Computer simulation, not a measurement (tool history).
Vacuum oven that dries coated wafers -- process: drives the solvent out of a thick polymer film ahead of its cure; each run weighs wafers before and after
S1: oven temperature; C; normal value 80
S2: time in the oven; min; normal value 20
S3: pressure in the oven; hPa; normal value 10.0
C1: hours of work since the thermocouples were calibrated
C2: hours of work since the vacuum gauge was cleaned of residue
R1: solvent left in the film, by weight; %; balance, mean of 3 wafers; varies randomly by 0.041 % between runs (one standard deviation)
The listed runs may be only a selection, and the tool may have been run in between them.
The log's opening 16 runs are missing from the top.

run 17 hour=220.8 | S1=80 S2=15 S3=9.1 | C1=408 C2=235 | R1=1.41
run 18 hour=235.8 | S1=80 S2=15 S3=9.1 | C1=416 C2=243 | R1=1.37
run 19 hour=248.1 | S1=80 S2=13 S3=9.7 | C1=422 C2=249 | R1=1.93
run 20 hour=261.7 | S1=66 S2=19 S3=22.1 | C1=429 C2=256 | R1=3.88
run 21 hour=270.6 | S1=75 S2=14 S3=34.0 | C1=434 C2=261 | R1=3.18
run 22 hour=286.1 | S1=83 S2=15 S3=23.3 | C1=442 C2=269 | R1=1.36
run 23 hour=299.4 | S1=83 S2=15 S3=23.3 | C1=449 C2=276 | R1=1.31
run 24 hour=312.1 | S1=83 S2=15 S3=23.3 | C1=455 C2=282 | R1=1.31
run 25 hour=327.0 | S1=88 S2=24 S3=27.6 | C1=463 C2=290 | R1=0.59
run 26 hour=335.4 | S1=92 S2=25 S3=6.6 | C1=467 C2=294 | R1=0.05
run 27 hour=353.9 | S1=78 S2=11 S3=19.5 | C1=477 C2=304 | R1=3.02
run 28 hour=362.5 | S1=80 S2=17 S3=7.8 | C1=481 C2=308 | R1=1.12
run 29 hour=373.2 | S1=86 S2=20 S3=11.5 | C1=487 C2=314 | R1=0.48
run 30 hour=385.1 | S1=86 S2=20 S3=11.5 | C1=493 C2=320 | R1=0.43
run 31 hour=403.2 | S1=74 S2=24 S3=36.3 | C1=502 C2=329 | R1=2.03
run 32 hour=422.0 | S1=69 S2=26 S3=36.3 | C1=512 C2=339 | R1=2.65

Here are 5 independent what-if runs from the current tool condition. What would each one return?
run A hour=435.5 | S1=70 S2=34 S3=36.3 | C1=519 C2=346 | R1=?
run B hour=435.5 | S1=80 S2=27 S3=10.0 | C1=519 C2=346 | R1=?
run C hour=435.5 | S1=80 S2=20 S3=26.5 | C1=519 C2=346 | R1=?
run D hour=435.5 | S1=84 S2=11 S3=24.3 | C1=519 C2=346 | R1=?
run E hour=435.5 | S1=68 S2=27 S3=11.1 | C1=519 C2=346 | R1=?

run=A R1=1.93
run=B R1=0.43
run=C R1=1.22
run=D R1=1.92
run=E R1=1.87
Take away the tool's hidden state, keep each run's random variation, and the runs would have read:
run=A R1=2.06
run=B R1=0.46
run=C R1=1.32
run=D R1=2.09
run=E R1=2.03
